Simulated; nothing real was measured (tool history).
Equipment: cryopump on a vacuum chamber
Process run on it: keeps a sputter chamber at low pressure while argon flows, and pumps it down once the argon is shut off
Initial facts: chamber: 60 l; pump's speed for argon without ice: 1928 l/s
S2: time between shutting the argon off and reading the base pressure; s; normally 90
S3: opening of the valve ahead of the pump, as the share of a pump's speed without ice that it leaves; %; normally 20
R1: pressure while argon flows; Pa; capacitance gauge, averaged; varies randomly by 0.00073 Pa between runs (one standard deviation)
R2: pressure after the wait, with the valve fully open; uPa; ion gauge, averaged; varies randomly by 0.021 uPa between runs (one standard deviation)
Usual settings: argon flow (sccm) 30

Run 1, hour 0.0: usual settings. Result: R1 0.1371 Pa, R2 0.53 uPa.
Run 2, hour 27.5: usual settings. Result: R1 0.1375 Pa, R2 0.56 uPa.
Run 3, hour 66.6: usual settings but argon flow (sccm) 12. Result: R1 0.0565 Pa, R2 0.60 uPa.
Run 4, hour 105.4: usual settings but argon flow (sccm) 14. Result: R1 0.0635 Pa, R2 0.62 uPa.
Run 5, hour 128.6: usual settings but argon flow (sccm) 14. Result: R1 0.0628 Pa, R2 0.61 uPa.
Run 6, hour 169.7: usual settings but argon flow (sccm) 12. Result: R1 0.0555 Pa, R2 0.64 uPa.
Run 7, hour 214.0: usual settings but argon flow (sccm) 12. Result: R1 0.0557 Pa, R2 0.62 uPa.
Run 8, hour 251.7: usual settings but S2 22 s. Result: R1 0.1399 Pa, R2 1.76 uPa.
Run 9, hour 303.1: usual settings but S2 22 s. Result: R1 0.1402 Pa, R2 1.77 uPa.
Run 10, hour 345.2: usual settings but S2 22 s. Result: R1 0.1405 Pa, R2 1.78 uPa.
Run 11, hour 378.0: usual settings but argon flow (sccm) 40, S2 22 s. Result: R1 0.1880 Pa, R2 1.79 uPa.
Run 12, hour 419.1: usual settings but argon flow (sccm) 40, S2 22 s. Result: R1 0.1891 Pa, R2 1.83 uPa.
Run 13, hour 452.2: usual settings but argon flow (sccm) 40, S2 22 s. Result: R1 0.1907 Pa, R2 1.81 uPa.
Run 14, hour 484.2: usual settings but argon flow (sccm) 40, S2 22 s. Result: R1 0.1902 Pa, R2 1.81 uPa.
Run 15, hour 529.4: usual settings but argon flow (sccm) 40, S2 22 s. Result: R1 0.1900 Pa, R2 1.86 uPa.
Run 16, hour 561.7: usual settings but S3 41 %. Result: R1 0.0748 Pa, R2 0.76 uPa.
Run 17, hour 607.9: usual settings but S3 41 %. Result: R1 0.0770 Pa, R2 0.73 uPa.
Run 18, hour 633.8: usual settings. Result: R1 0.1445 Pa, R2 0.76 uPa.
At hour 665.7: pump warmed up, emptied and cooled again.
Run 19, hour 680.2: usual settings but argon flow (sccm) 52, S2 45 s, S3 38 %. Result: R1 0.1206 Pa, R2 0.98 uPa.
Run 20, hour 715.9: usual settings but argon flow (sccm) 52, S2 45 s, S3 38 %. Result: R1 0.1211 Pa, R2 1.04 uPa.
Run 21, hour 741.0: usual settings but argon flow (sccm) 50, S3 51 %. Result: R1 0.0870 Pa, R2 0.63 uPa.
Run 22, hour 773.3: usual settings but argon flow (sccm) 20, S2 27 s, S3 26 %. Result: R1 0.0691 Pa, R2 1.48 uPa.
Run 23, hour 795.5: usual settings but argon flow (sccm) 16. Result: R1 0.0703 Pa, R2 0.65 uPa.

What does the tool deliver on the next run?
Run 24, hour 816.7: usual settings but argon flow (sccm) 16. Result: R1 ?, R2 ?.

R1: 0.0710 Pa
R2: 0.68 uPa
Take away the tool's hidden state, keep the run-to-run variation as it was, and the same run would have given R1 0.0702 Pa, R2 0.52 uPa.

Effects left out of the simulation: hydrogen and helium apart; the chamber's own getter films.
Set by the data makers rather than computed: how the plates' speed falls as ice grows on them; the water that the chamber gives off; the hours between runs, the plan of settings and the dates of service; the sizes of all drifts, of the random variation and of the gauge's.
